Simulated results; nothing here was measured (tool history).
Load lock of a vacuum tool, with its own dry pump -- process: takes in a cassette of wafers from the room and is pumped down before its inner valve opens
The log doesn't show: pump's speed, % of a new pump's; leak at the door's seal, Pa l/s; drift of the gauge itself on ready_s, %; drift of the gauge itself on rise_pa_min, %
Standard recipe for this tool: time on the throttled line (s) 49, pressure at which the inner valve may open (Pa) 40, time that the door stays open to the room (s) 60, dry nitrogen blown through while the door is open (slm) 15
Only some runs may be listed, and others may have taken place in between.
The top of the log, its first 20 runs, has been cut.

| run | day | time on the throttled line (s) | pressure at which the inner valve may open (Pa) | time that the door stays open to the room (s) | dry nitrogen blown through while the door is open (slm) | hours that the pump has run since its overhaul | times that the door has closed on its seal | incoming humidity of the room's air, % | time from the closed door until the inner valve may open (s) | rise of the pressure with all valves shut (Pa/min) |
|---|---|---|---|---|---|---|---|---|---|---|
| 21 | 87.888 | 49 | 40 | 69 | 15 | 15096 | 5733 | 47.5 | 67.1 | 0.024 |
| 22 | 92.762 | 49 | 40 | 108 | 15 | 15213 | 5850 | 44.8 | 67.1 | 0.029 |
| 23 | 96.608 | 49 | 40 | 108 | 15 | 15306 | 5943 | 42.5 | 67.4 | 0.024 |
| 24 | 101.654 | 49 | 37 | 49 | 15 | 15427 | 6065 | 44.8 | 68.1 | 0.027 |
| 25 | 106.1 | 45 | 40 | 60 | 15 | 15534 | 6172 | 45.1 | 64.3 | 0.027 |
| 26 | 111.467 | 45 | 40 | 60 | 15 | 15662 | 6301 | 47.9 | 63.6 | 0.032 |
| 27 | 114.292 | 45 | 62 | 136 | 9 | 15730 | 6370 | 45.9 | 62.3 | 0.039 |
| 28 | 117.879 | 74 | 64 | 59 | 5 | 15816 | 6456 | 43.4 | 86.5 | 0.032 |
| 29 | 123.396 | 74 | 64 | 80 | 39 | 15949 | 6589 | 42.2 | 86 | 0.016 |
| 30 | 126.383 | 49 | 41 | 60 | 15 | 16020 | 6661 | 46.1 | 67.4 | 0.028 |
| 31 | 131.729 | 49 | 32 | 51 | 15 | 16149 | 6790 | 43.6 | 68.1 | 0.027 |
| 32 | 136.625 | 49 | 70 | 60 | 5 | 16266 | 6908 | 41.6 | 65.8 | 0.036 |
| 33 | 142.562 | 63 | 39 | 60 | 19 | 16409 | 7052 | 46.3 | 78.9 | 0.023 |
| 34 | 146.854 | 92 | 40 | 60 | 15 | 16512 | 7155 | 45.6 | 102.4 | 0.027 |
| 35 | 152.058 | 92 | 40 | 60 | 15 | 16636 | 7281 | 46.8 | 103.5 | 0.031 |
| 36 | 158.388 | 92 | 40 | 60 | 15 | 16788 | 7433 | 45.4 | 102.9 | 0.028 |

3 options for the next run, each taken on its own from the tool as it stands now. Forecast them:
| A | 163.871 | 49 | 47 | 60 | 10 | 16920 | 7566 | 45.3 | ? | ? |
| B | 163.871 | 90 | 40 | 60 | 17 | 16920 | 7566 | 46.1 | ? | ? |
| C | 163.871 | 39 | 40 | 60 | 15 | 16920 | 7566 | 47 | ? | ? |

| run | time from the closed door until the inner valve may open (s) | rise of the pressure with all valves shut (Pa/min) |
|---|---|---|
| A | 67.9 | 0.03 |
| B | 101.8 | 0.03 |
| C | 59 | 0.036 |
Had the tool no hidden state, the same runs would have come out as:
| run | time from the closed door until the inner valve may open (s) | rise of the pressure with all valves shut (Pa/min) |
|---|---|---|
| A | 65.6 | 0.02 |
| B | 100.3 | 0.02 |
| C | 56.5 | 0.026 |
